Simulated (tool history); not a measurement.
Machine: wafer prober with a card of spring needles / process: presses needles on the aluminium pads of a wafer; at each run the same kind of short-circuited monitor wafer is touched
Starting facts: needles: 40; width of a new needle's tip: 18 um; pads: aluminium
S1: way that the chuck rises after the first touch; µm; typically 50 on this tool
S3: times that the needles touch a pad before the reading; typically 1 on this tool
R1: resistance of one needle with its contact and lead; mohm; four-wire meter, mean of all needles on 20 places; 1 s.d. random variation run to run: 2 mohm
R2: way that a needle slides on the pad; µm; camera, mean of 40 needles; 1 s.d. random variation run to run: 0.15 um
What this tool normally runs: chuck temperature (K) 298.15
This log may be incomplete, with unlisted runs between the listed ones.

Run 1, day 0: usual settings. Result: R1 220 mohm, R2 13.76 µm.
At day 0.25: tips cleaned on abrasive film.
At day 0.496: tips cleaned on abrasive film.
At day 0.746: tips cleaned on abrasive film.
At day 0.996: tips cleaned on abrasive film.
At day 1.246: tips cleaned on abrasive film.
At day 1.496: tips cleaned on abrasive film.
At day 1.742: tips cleaned on abrasive film.
At day 1.992: tips cleaned on abrasive film.
At day 2.242: tips cleaned on abrasive film.
At day 2.492: tips cleaned on abrasive film.
At day 2.738: tips cleaned on abrasive film.
At day 2.988: tips cleaned on abrasive film.
Run 2, day 3.088: usual settings. Result: R1 216 mohm, R2 13.7 µm.
At day 3.192: tips cleaned on abrasive film.
At day 3.442: tips cleaned on abrasive film.
At day 3.642: tips cleaned on abrasive film.
At day 3.888: tips cleaned on abrasive film.
At day 4.088: tips cleaned on abrasive film.
At day 4.338: tips cleaned on abrasive film.
At day 4.538: tips cleaned on abrasive film.
At day 4.788: tips cleaned on abrasive film.
At day 5.038: tips cleaned on abrasive film.
At day 5.096: height of the first contact set anew.
At day 5.296: tips cleaned on abrasive film.
At day 5.546: tips cleaned on abrasive film.
Run 3, day 5.588: usual settings. Result: R1 218 mohm, R2 13.71 µm.
At day 5.788: tips cleaned on abrasive film.
At day 6.033: tips cleaned on abrasive film.
At day 6.283: tips cleaned on abrasive film.
At day 6.533: tips cleaned on abrasive film.
At day 6.733: tips cleaned on abrasive film.
At day 6.983: tips cleaned on abrasive film.
At day 7.229: tips cleaned on abrasive film.
At day 7.429: tips cleaned on abrasive film.
At day 7.679: tips cleaned on abrasive film.
At day 7.929: tips cleaned on abrasive film.
At day 8.179: tips cleaned on abrasive film.
At day 8.425: tips cleaned on abrasive film.
At day 8.675: tips cleaned on abrasive film.
At day 8.925: tips cleaned on abrasive film.
Run 4, day 9: usual settings. Result: R1 216 mohm, R2 13.66 µm.
At day 9.154: tips cleaned on abrasive film.
At day 9.354: tips cleaned on abrasive film.
At day 9.6: tips cleaned on abrasive film.
At day 9.8: tips cleaned on abrasive film.
At day 10.05: tips cleaned on abrasive film.
At day 10.3: tips cleaned on abrasive film.
At day 10.55: tips cleaned on abrasive film.
At day 10.796: tips cleaned on abrasive film.
At day 11.046: tips cleaned on abrasive film.
At day 11.296: tips cleaned on abrasive film.
At day 11.546: tips cleaned on abrasive film.
Run 5, day 11.6: usual settings. Result: R1 217 mohm, R2 13.75 µm.
At day 11.75: tips cleaned on abrasive film.
At day 12: tips cleaned on abrasive film.
At day 12.25: tips cleaned on abrasive film.
At day 12.496: tips cleaned on abrasive film.
At day 12.746: tips cleaned on abrasive film.
At day 12.996: tips cleaned on abrasive film.
At day 13.246: tips cleaned on abrasive film.
At day 13.492: tips cleaned on abrasive film.
At day 13.742: tips cleaned on abrasive film.
At day 13.992: tips cleaned on abrasive film.
At day 14.242: tips cleaned on abrasive film.
At day 14.488: tips cleaned on abrasive film.
Run 6, day 14.533: usual settings. Result: R1 215 mohm, R2 13.56 µm.
At day 14.733: tips cleaned on abrasive film.
At day 14.983: tips cleaned on abrasive film.
At day 15.233: tips cleaned on abrasive film.
At day 15.483: tips cleaned on abrasive film.
At day 15.683: tips cleaned on abrasive film.
At day 15.929: tips cleaned on abrasive film.
Run 7, day 16.112: usual settings. Result: R1 220 mohm, R2 13.99 µm.
At day 16.162: tips cleaned on abrasive film.
At day 16.412: tips cleaned on abrasive film.
At day 16.662: tips cleaned on abrasive film.
At day 16.912: tips cleaned on abrasive film.
At day 17.158: tips cleaned on abrasive film.
At day 17.408: tips cleaned on abrasive film.
At day 17.658: tips cleaned on abrasive film.
Run 8, day 17.817: usual settings. Result: R1 220 mohm, R2 13.68 µm.
At day 17.871: tips cleaned on abrasive film.
At day 18.121: tips cleaned on abrasive film.
At day 18.321: tips cleaned on abrasive film.
At day 18.567: tips cleaned on abrasive film.
At day 18.817: tips cleaned on abrasive film.
At day 19.067: tips cleaned on abrasive film.
At day 19.317: tips cleaned on abrasive film.
At day 19.562: tips cleaned on abrasive film.
At day 19.812: tips cleaned on abrasive film.
At day 20.062: tips cleaned on abrasive film.
At day 20.304: tips cleaned on abrasive film.
Run 9, day 20.304: usual settings. Result: R1 217 mohm, R2 13.8 µm.
At day 20.554: tips cleaned on abrasive film.
At day 20.804: tips cleaned on abrasive film.
At day 21.004: tips cleaned on abrasive film.
At day 21.254: tips cleaned on abrasive film.
At day 21.454: tips cleaned on abrasive film.
At day 21.954: card fitted with new needles.
At day 22.2: tips cleaned on abrasive film.
At day 22.45: tips cleaned on abrasive film.
At day 22.7: tips cleaned on abrasive film.
At day 22.95: tips cleaned on abrasive film.
At day 23.196: tips cleaned on abrasive film.
At day 23.446: tips cleaned on abrasive film.
At day 23.646: tips cleaned on abrasive film.
At day 23.896: tips cleaned on abrasive film.
At day 24.146: tips cleaned on abrasive film.
Run 10, day 24.167: usual settings but chuck temperature (K) 314.15. Result: R1 222 mohm, R2 13.89 µm.
At day 24.367: tips cleaned on abrasive film.
At day 24.617: tips cleaned on abrasive film.
At day 24.867: tips cleaned on abrasive film.
At day 25.112: tips cleaned on abrasive film.
At day 25.312: tips cleaned on abrasive film.
At day 25.562: tips cleaned on abrasive film.
At day 25.812: tips cleaned on abrasive film.
Run 11, day 25.954: usual settings but S3 2. Result: R1 215 mohm, R2 13.75 µm.
At day 26.058: tips cleaned on abrasive film.
At day 26.304: tips cleaned on abrasive film.
At day 26.504: tips cleaned on abrasive film.
At day 26.754: tips cleaned on abrasive film.
At day 27.004: tips cleaned on abrasive film.
At day 27.254: tips cleaned on abrasive film.
At day 27.454: tips cleaned on abrasive film.
At day 27.7: tips cleaned on abrasive film.
At day 27.95: tips cleaned on abrasive film.
At day 28.2: tips cleaned on abrasive film.
At day 28.45: tips cleaned on abrasive film.
At day 28.696: tips cleaned on abrasive film.
At day 28.946: tips cleaned on abrasive film.
At day 29.146: tips cleaned on abrasive film.
At day 29.396: tips cleaned on abrasive film.
Run 12, day 29.525: usual settings but S1 34 µm, chuck temperature (K) 322.15. Result: R1 236 mohm, R2 9.18 µm.
At day 29.625: tips cleaned on abrasive film.
At day 29.875: tips cleaned on abrasive film.
At day 30.075: tips cleaned on abrasive film.
At day 30.325: tips cleaned on abrasive film.
At day 30.575: tips cleaned on abrasive film.
At day 30.821: tips cleaned on abrasive film.
At day 31.071: tips cleaned on abrasive film.
Run 13, day 31.096: usual settings but S1 34 µm, chuck temperature (K) 327.15. Result: R1 235 mohm, R2 9.41 µm.
At day 31.296: tips cleaned on abrasive film.
At day 31.496: tips cleaned on abrasive film.
At day 31.746: tips cleaned on abrasive film.
At day 31.946: tips cleaned on abrasive film.
At day 32.192: tips cleaned on abrasive film.
At day 32.442: tips cleaned on abrasive film.
At day 32.692: tips cleaned on abrasive film.
At day 32.942: tips cleaned on abrasive film.
At day 33.188: tips cleaned on abrasive film.
At day 33.388: tips cleaned on abrasive film.
At day 33.638: tips cleaned on abrasive film.
Run 14, day 33.658: usual settings but chuck temperature (K) 300.15. Result: R1 220 mohm, R2 13.9 µm.
At day 33.858: tips cleaned on abrasive film.
At day 34.104: tips cleaned on abrasive film.
At day 34.354: tips cleaned on abrasive film.
At day 34.554: tips cleaned on abrasive film.
At day 34.804: tips cleaned on abrasive film.
At day 35.004: tips cleaned on abrasive film.
At day 35.254: tips cleaned on abrasive film.
At day 35.454: tips cleaned on abrasive film.
At day 35.7: tips cleaned on abrasive film.
At day 35.95: tips cleaned on abrasive film.
At day 36.2: tips cleaned on abrasive film.
At day 36.45: tips cleaned on abrasive film.
At day 36.696: tips cleaned on abrasive film.
Run 15, day 36.738: usual settings but chuck temperature (K) 300.15. Result: R1 215 mohm, R2 13.63 µm.
At day 36.938: tips cleaned on abrasive film.
At day 37.138: tips cleaned on abrasive film.
At day 37.388: tips cleaned on abrasive film.
At day 37.633: tips cleaned on abrasive film.
At day 37.883: tips cleaned on abrasive film.
At day 38.133: tips cleaned on abrasive film.
At day 38.383: tips cleaned on abrasive film.
At day 38.442: height of the first contact set anew.
At day 38.596: tips cleaned on abrasive film.
At day 38.842: tips cleaned on abrasive film.
Run 16, day 38.879: usual settings but chuck temperature (K) 300.15. Result: R1 216 mohm, R2 13.85 µm.
At day 39.079: tips cleaned on abrasive film.
At day 39.279: tips cleaned on abrasive film.
At day 39.529: tips cleaned on abrasive film.
At day 39.775: tips cleaned on abrasive film.
At day 40.025: tips cleaned on abrasive film.
At day 40.275: tips cleaned on abrasive film.
At day 40.475: tips cleaned on abrasive film.
At day 40.725: tips cleaned on abrasive film.
At day 40.971: tips cleaned on abrasive film.
At day 41.221: tips cleaned on abrasive film.
At day 41.471: tips cleaned on abrasive film.
Run 17, day 41.617: usual settings but S1 54 µm, chuck temperature (K) 327.15, S3 2. Result: R1 228 mohm, R2 14.97 µm.

Forecast each of these 5 alternatives for the next run:
At day 41.717: tips cleaned on abrasive film.
At day 41.967: tips cleaned on abrasive film.
At day 42.217: tips cleaned on abrasive film.
At day 42.467: tips cleaned on abrasive film.
At day 42.712: tips cleaned on abrasive film.
At day 42.962: tips cleaned on abrasive film.
Run A, day 43.142: usual settings but chuck temperature (K) 310.15. Result: R1 ?, R2 ?.
At day 41.717: tips cleaned on abrasive film.
At day 41.967: tips cleaned on abrasive film.
At day 42.217: tips cleaned on abrasive film.
At day 42.467: tips cleaned on abrasive film.
At day 42.712: tips cleaned on abrasive film.
At day 42.962: tips cleaned on abrasive film.
Run B, day 43.142: usual settings but S1 36 µm, chuck temperature (K) 316.15, S3 2. Result: R1 ?, R2 ?.
At day 41.717: tips cleaned on abrasive film.
At day 41.967: tips cleaned on abrasive film.
At day 42.217: tips cleaned on abrasive film.
At day 42.467: tips cleaned on abrasive film.
At day 42.712: tips cleaned on abrasive film.
At day 42.962: tips cleaned on abrasive film.
Run C, day 43.142: usual settings but chuck temperature (K) 369.15, S3 3. Result: R1 ?, R2 ?.
At day 41.717: tips cleaned on abrasive film.
At day 41.967: tips cleaned on abrasive film.
At day 42.217: tips cleaned on abrasive film.
At day 42.467: tips cleaned on abrasive film.
At day 42.712: tips cleaned on abrasive film.
At day 42.962: tips cleaned on abrasive film.
Run D, day 43.142: usual settings but S1 62 µm, chuck temperature (K) 303.15. Result: R1 ?, R2 ?.
At day 41.717: tips cleaned on abrasive film.
At day 41.967: tips cleaned on abrasive film.
At day 42.217: tips cleaned on abrasive film.
At day 42.467: tips cleaned on abrasive film.
At day 42.712: tips cleaned on abrasive film.
At day 42.962: tips cleaned on abrasive film.
Run E, day 43.142: usual settings but S1 54 µm, chuck temperature (K) 352.15, S3 2. Result: R1 ?, R2 ?.

run   R1     R2
  A  219  13.86
  B  230    9.9
  C  235  13.77
  D  215  17.07
  E  233   14.9
The same runs, with their run-to-run variation unchanged, on a tool lacking any hidden condition would have given:
run   R1     R2
  A  219  13.87
  B  230    9.9
  C  235  13.78
  D  215  17.07
  E  233   14.9
